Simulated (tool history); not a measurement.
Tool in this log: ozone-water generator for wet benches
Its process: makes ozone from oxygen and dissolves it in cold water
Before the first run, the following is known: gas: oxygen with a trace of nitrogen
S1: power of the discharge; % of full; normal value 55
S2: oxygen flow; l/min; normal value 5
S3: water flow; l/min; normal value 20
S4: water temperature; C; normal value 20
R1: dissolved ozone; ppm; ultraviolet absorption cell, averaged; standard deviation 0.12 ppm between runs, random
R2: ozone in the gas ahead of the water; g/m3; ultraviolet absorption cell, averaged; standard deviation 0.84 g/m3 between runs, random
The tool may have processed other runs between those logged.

| run | day | S1 | S2 | S3 | S4 | R1 | R2 |
|---|---|---|---|---|---|---|---|
| 1 | 0 | 55 | 5 | 20 | 20 | 10 | 134.8 |
| 2 | 0.792 | 55 | 5 | 20 | 20 | 9.9 | 134.3 |
| 3 | 1.512 | 55 | 5 | 20 | 20 | 9.9 | 136.2 |
| 4 | 2.729 | 55 | 5 | 20 | 20 | 10.1 | 135.7 |
| 5 | 3.725 | 55 | 5 | 20 | 20 | 9.9 | 135.5 |
| 6 | 4.588 | 55 | 5 | 20 | 20 | 9.9 | 135.8 |
| 7 | 5.975 | 55 | 5 | 20 | 20 | 10 | 135.5 |
| 8 | 6.804 | 55 | 4.48 | 20 | 20 | 9.9 | 140.3 |
| 9 | 7.417 | 55 | 4.48 | 20 | 20 | 9.9 | 141.2 |
| 10 | 8.425 | 55 | 4.48 | 20 | 20 | 9.8 | 140.4 |
| 11 | 9.512 | 55 | 5 | 20 | 20 | 10 | 135 |
| 12 | 10.467 | 59 | 5 | 20 | 20 | 10.6 | 140.9 |
| 13 | 11.812 | 59 | 5 | 20 | 20 | 10.5 | 141.9 |
| 14 | 12.492 | 59 | 5 | 20 | 20 | 10.5 | 142.6 |
| 15 | 13.717 | 59 | 5 | 21 | 20 | 9.9 | 141 |
| 16 | 15.088 | 59 | 5 | 21 | 20 | 10 | 141.3 |
| 17 | 16.333 | 59 | 5 | 21 | 20 | 10 | 141.8 |
| 18 | 17.725 | 48 | 5 | 27 | 27 | 5.9 | 121.8 |
| 19 | 19.071 | 69 | 7.18 | 15 | 18 | 16 | 136.7 |
| 20 | 19.721 | 69 | 7.18 | 15 | 18 | 16.1 | 137.4 |
| 21 | 21.104 | 55 | 3.96 | 20 | 20 | 9.6 | 148.3 |
| 22 | 22.117 | 55 | 3.96 | 20 | 20 | 9.4 | 148.4 |
| 23 | 23.038 | 55 | 8.23 | 20 | 14 | 11.6 | 111.5 |
| 24 | 24.308 | 55 | 8.23 | 20 | 14 | 11.6 | 111.4 |
| 25 | 25.154 | 41 | 5 | 23 | 24 | 6.5 | 109.3 |
| 26 | 26.262 | 93 | 4.04 | 20 | 27 | 12.5 | 212.4 |
| 27 | 27.025 | 55 | 5 | 20 | 24 | 9.4 | 135.2 |
| 28 | 28.1 | 55 | 5 | 20 | 24 | 9.4 | 134.7 |
| 29 | 29.112 | 55 | 5 | 20 | 24 | 9.3 | 133.7 |
| 30 | 30.096 | 44 | 2.51 | 23 | 15 | 6.4 | 148.5 |
| 31 | 31.192 | 71 | 8.19 | 30 | 27 | 7.5 | 133.4 |
| 32 | 31.75 | 71 | 8.19 | 30 | 27 | 7.7 | 132.3 |
| 33 | 32.7 | 71 | 8.19 | 30 | 27 | 7.6 | 133.5 |
| 34 | 33.612 | 75 | 8.19 | 12 | 15 | 21.4 | 138.9 |

Pick out some run-to-run changes in R1. Of each, how much would a tool without hidden state show as well, from the settings, what came in and chance, and how much is left for the hidden state and any gauge scatter not in both results compared?
What the log doesn't record here: yield of the discharge, % of new electrodes'; contactor's efficiency, % of a clean one's; true water temperature over the reading, C; drift of the gauge itself on ozone_ppm, %; drift of the gauge itself on gas_g_m3, %.
Run 18 -> 19: S1 48 -> 69, S2 5 -> 7.18, S3 27 -> 15, S4 27 -> 18. R1 +10.1 ppm: hidden state -0.6, all else +10.7.
Run 20 -> 21: S1 69 -> 55, S2 7.18 -> 3.96, S3 15 -> 20, S4 18 -> 20. R1 -6.5 ppm: hidden state +0.4, all else -6.9.
Run 25 -> 26: S1 41 -> 93, S2 5 -> 4.04, S3 23 -> 20, S4 24 -> 27. R1 +6 ppm: hidden state -0.5, all else +6.5.
Run 33 -> 34: S1 71 -> 75, S3 30 -> 12, S4 27 -> 15. R1 +13.8 ppm: hidden state -0.8, all else +14.6.

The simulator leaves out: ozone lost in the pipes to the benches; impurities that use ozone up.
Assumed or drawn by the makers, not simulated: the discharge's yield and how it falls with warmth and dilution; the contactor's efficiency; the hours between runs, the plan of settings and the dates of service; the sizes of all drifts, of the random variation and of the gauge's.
